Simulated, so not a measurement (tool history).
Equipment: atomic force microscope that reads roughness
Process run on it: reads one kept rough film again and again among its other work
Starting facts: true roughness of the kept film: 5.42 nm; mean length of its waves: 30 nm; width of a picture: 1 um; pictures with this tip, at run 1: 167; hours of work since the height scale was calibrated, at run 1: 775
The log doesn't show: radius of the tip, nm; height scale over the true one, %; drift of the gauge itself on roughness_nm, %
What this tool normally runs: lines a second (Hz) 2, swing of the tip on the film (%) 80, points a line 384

| run | hour | lines a second (Hz) | swing of the tip on the film (%) | points a line | pictures with this tip | hours of work since the height scale was calibrated | roughness of the kept film (nm (root mean square)) |
|---|---|---|---|---|---|---|---|
| 1 | 0 | 2 | 80 | 384 | 167 | 775 | 2.948 |
|  | 12 | new tip fitted |
| 2 | 15.7 | 1.98 | 80 | 384 | 9 | 786 | 3.996 |
| 3 | 43.1 | 1.98 | 80 | 384 | 79 | 805 | 3.438 |
| 4 | 58.6 | 1.98 | 80 | 384 | 118 | 817 | 3.218 |
| 5 | 79.1 | 2.94 | 80 | 384 | 170 | 832 | 2.793 |
|  | 91.3 | new tip fitted |
| 6 | 98.7 | 2.94 | 80 | 384 | 19 | 845 | 3.666 |
| 7 | 115.9 | 2 | 80 | 600 | 62 | 858 | 3.588 |
| 8 | 139.7 | 2 | 76 | 384 | 122 | 875 | 3.32 |
|  | 169.4 | new tip fitted |
| 9 | 169.4 | 2 | 76 | 384 | 0 | 896 | 4.197 |
| 10 | 192.7 | 1.47 | 80 | 384 | 59 | 913 | 3.748 |
| 11 | 215.4 | 1.47 | 80 | 384 | 117 | 929 | 3.342 |
| 12 | 244 | 1.47 | 80 | 799 | 189 | 950 | 3.005 |
|  | 247.1 | new tip fitted |
| 13 | 272.3 | 1.47 | 80 | 799 | 64 | 970 | 3.733 |
| 14 | 293 | 1.47 | 80 | 799 | 116 | 985 | 3.389 |
| 15 | 316.3 | 1.47 | 80 | 799 | 175 | 1002 | 3.034 |
|  | 325.8 | new tip fitted |
| 16 | 333.6 | 1.47 | 80 | 799 | 20 | 1014 | 4.06 |
| 17 | 357.6 | 2 | 80 | 923 | 80 | 1032 | 3.459 |
| 18 | 373.7 | 2 | 80 | 923 | 121 | 1043 | 3.227 |
| 19 | 399 | 2 | 80 | 923 | 185 | 1062 | 2.928 |
|  | 403.7 | new tip fitted |
| 20 | 425.3 | 2 | 80 | 923 | 54 | 1080 | 3.694 |
| 21 | 439.7 | 2.96 | 80 | 384 | 91 | 1091 | 3.216 |
| 22 | 454.3 | 2.67 | 80 | 440 | 128 | 1101 | 3.09 |
| 23 | 471.6 | 0.71 | 56 | 256 | 171 | 1114 | 3.405 |
|  | 483 | new tip fitted |
| 24 | 492.5 | 3.81 | 76 | 894 | 24 | 1129 | 3.611 |
| 25 | 506.2 | 1.21 | 78 | 334 | 58 | 1139 | 3.827 |
| 26 | 535.9 | 1.21 | 78 | 334 | 133 | 1160 | 3.319 |
| 27 | 557.6 | 1.21 | 78 | 334 | 188 | 1176 | 3.057 |
|  | 560.7 | new tip fitted |
| 28 | 577.2 | 2 | 72 | 338 | 42 | 1190 | 3.897 |
| 29 | 597.9 | 2 | 72 | 408 | 94 | 1205 | 3.546 |
| 30 | 611.6 | 2 | 72 | 408 | 129 | 1214 | 3.328 |
|  | 639.8 | new tip fitted |
| 31 | 640.1 | 0.6 | 76 | 384 | 0 | 1235 | 4.512 |
| 32 | 656.9 | 0.58 | 76 | 384 | 43 | 1247 | 4.125 |
| 33 | 671.3 | 1.78 | 74 | 661 | 79 | 1257 | 3.641 |
| 34 | 696.8 | 0.62 | 65 | 691 | 144 | 1276 | 3.506 |
|  | 718.2 | new tip fitted |
| 35 | 722.6 | 1.48 | 65 | 691 | 11 | 1294 | 4.34 |
| 36 | 736.4 | 0.83 | 65 | 691 | 46 | 1304 | 4.133 |
| 37 | 753.1 | 0.7 | 72 | 540 | 88 | 1316 | 3.783 |
| 38 | 780.6 | 2 | 56 | 648 | 157 | 1336 | 3.358 |
|  | 797.2 | new tip fitted |
| 39 | 799.3 | 2.52 | 90 | 384 | 5 | 1349 | 3.497 |
| 40 | 819.5 | 0.54 | 88 | 690 | 56 | 1364 | 3.937 |

What if the next run were any one of these 4? Each begins from the tool's condition after run 40:
| A | 838 | 0.54 | 88 | 468 | 103 | 1377 | ? |
| B | 838 | 2 | 80 | 399 | 103 | 1377 | ? |
| C | 838 | 0.98 | 74 | 402 | 103 | 1377 | ? |
| D | 838 | 2 | 59 | 384 | 103 | 1377 | ? |

| run | roughness of the kept film (nm (root mean square)) |
|---|---|
| A | 3.586 |
| B | 3.29 |
| C | 3.616 |
| D | 3.668 |
With the hidden condition removed and each run's random variation left untouched, the same runs would have given:
| run | roughness of the kept film (nm (root mean square)) |
|---|---|
| A | 4.508 |
| B | 4.137 |
| C | 4.546 |
| D | 4.613 |
